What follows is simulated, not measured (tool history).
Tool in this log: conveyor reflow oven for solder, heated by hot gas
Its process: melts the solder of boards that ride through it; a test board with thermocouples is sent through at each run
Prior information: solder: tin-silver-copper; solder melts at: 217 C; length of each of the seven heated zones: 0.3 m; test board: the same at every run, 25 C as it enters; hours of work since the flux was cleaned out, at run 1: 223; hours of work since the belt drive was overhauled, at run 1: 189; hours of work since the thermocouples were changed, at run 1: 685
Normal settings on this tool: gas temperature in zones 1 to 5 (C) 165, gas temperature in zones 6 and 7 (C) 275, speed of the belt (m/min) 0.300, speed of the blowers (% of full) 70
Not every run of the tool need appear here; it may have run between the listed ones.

| run | hour | gas temperature in zones 1 to 5 (C) | gas temperature in zones 6 and 7 (C) | speed of the belt (m/min) | speed of the blowers (% of full) | hours of work since the flux was cleaned out | hours of work since the belt drive was overhauled | hours of work since the thermocouples were changed | highest temperature of the board (C) | time above the solder's melting point (s) |
|---|---|---|---|---|---|---|---|---|---|---|
| 1 | 0.0 | 165 | 275 | 0.300 | 70 | 223 | 189 | 685 | 265.2 | 99.6 |
| 2 | 5.8 | 165 | 275 | 0.300 | 70 | 228 | 194 | 690 | 265.1 | 100.1 |
| 3 | 15.5 | 165 | 275 | 0.300 | 70 | 235 | 201 | 697 | 265.5 | 99.9 |
| 4 | 21.2 | 165 | 275 | 0.300 | 70 | 240 | 206 | 702 | 265.1 | 99.2 |
| 5 | 26.5 | 165 | 275 | 0.300 | 70 | 244 | 210 | 706 | 265.1 | 98.6 |
| 6 | 35.8 | 165 | 275 | 0.300 | 70 | 251 | 217 | 713 | 264.4 | 100.1 |
| 7 | 45.3 | 165 | 275 | 0.300 | 53 | 258 | 225 | 720 | 262.2 | 96.4 |
| 8 | 53.1 | 165 | 275 | 0.300 | 53 | 264 | 231 | 727 | 261.1 | 94.2 |
| 9 | 58.0 | 165 | 275 | 0.300 | 70 | 268 | 234 | 730 | 266.3 | 99.5 |
| 10 | 67.2 | 165 | 275 | 0.300 | 70 | 275 | 242 | 738 | 264.9 | 98.9 |
|  | 72.9 | flux residue cleaned out of gas plates and filters |
|  | 76.9 | belt drive overhauled, speed set with a stopwatch |
| 11 | 82.8 | 165 | 283 | 0.300 | 70 | 5 | 5 | 743 | 273.0 | 106.9 |
| 12 | 91.7 | 165 | 275 | 0.300 | 70 | 12 | 12 | 750 | 265.8 | 100.4 |
|  | 99.1 | belt drive overhauled, speed set with a stopwatch, once more |
| 13 | 106.4 | 165 | 275 | 0.289 | 71 | 20 | 6 | 758 | 268.0 | 104.0 |
| 14 | 112.6 | 165 | 275 | 0.289 | 71 | 25 | 11 | 763 | 268.0 | 105.7 |
| 15 | 118.1 | 165 | 275 | 0.289 | 71 | 29 | 15 | 767 | 267.8 | 104.8 |
| 16 | 128.2 | 154 | 264 | 0.274 | 71 | 37 | 23 | 775 | 257.5 | 98.3 |
| 17 | 138.8 | 154 | 264 | 0.274 | 71 | 45 | 31 | 783 | 256.1 | 96.7 |
| 18 | 146.0 | 165 | 287 | 0.301 | 70 | 51 | 37 | 789 | 277.5 | 107.3 |
| 19 | 156.6 | 176 | 275 | 0.286 | 57 | 59 | 45 | 797 | 265.3 | 110.3 |
| 20 | 165.7 | 165 | 275 | 0.246 | 70 | 66 | 52 | 804 | 271.6 | 129.4 |
| 21 | 171.5 | 165 | 268 | 0.333 | 86 | 71 | 56 | 809 | 259.9 | 85.4 |
| 22 | 179.7 | 165 | 269 | 0.310 | 70 | 77 | 63 | 815 | 259.9 | 91.8 |

Run 23 is up next; what results do you expect?
| 23 | 186.1 | 178 | 284 | 0.319 | 61 | 82 | 68 | 820 | ? | ? |

highest temperature of the board (C): 272.0
time above the solder's melting point (s): 103.4
With the hidden condition absent and the run-to-run variation left alone, this run would have shown highest temperature of the board (C) 269.6, time above the solder's melting point (s) 101.7.
